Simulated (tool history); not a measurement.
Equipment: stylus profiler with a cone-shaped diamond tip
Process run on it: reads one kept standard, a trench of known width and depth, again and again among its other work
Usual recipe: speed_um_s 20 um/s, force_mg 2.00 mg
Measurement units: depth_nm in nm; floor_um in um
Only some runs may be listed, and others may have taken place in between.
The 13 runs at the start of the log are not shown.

run    hour  speed_um_s  force_mg  depth_nm  floor_um
 14   663.4          20      0.75    502.51     96.27
 15   713.7          20      0.75    502.78     96.27
 16   769.4          20      2.00    504.83     96.36
 17   818.5          20      2.00    504.68     96.30
 18   877.9          20      2.00    504.85     96.29
 19   923.2          20      2.00    504.78     96.22
 20   955.9          20      2.00    504.84     96.29
 21  1001.8          20      2.00    504.83     96.27
 22  1042.2          20      2.00    504.81     96.23
 23  1079.2          77      0.78    502.89     95.69

Run 24 has not been measured yet. What should we expect?
 24  1134.4          20      0.93         ?         ?

depth_nm: 503.15 nm
floor_um: 96.18 um
With no hidden state in the tool, this same run would have given depth_nm 502.69 nm, floor_um 97.22 um.
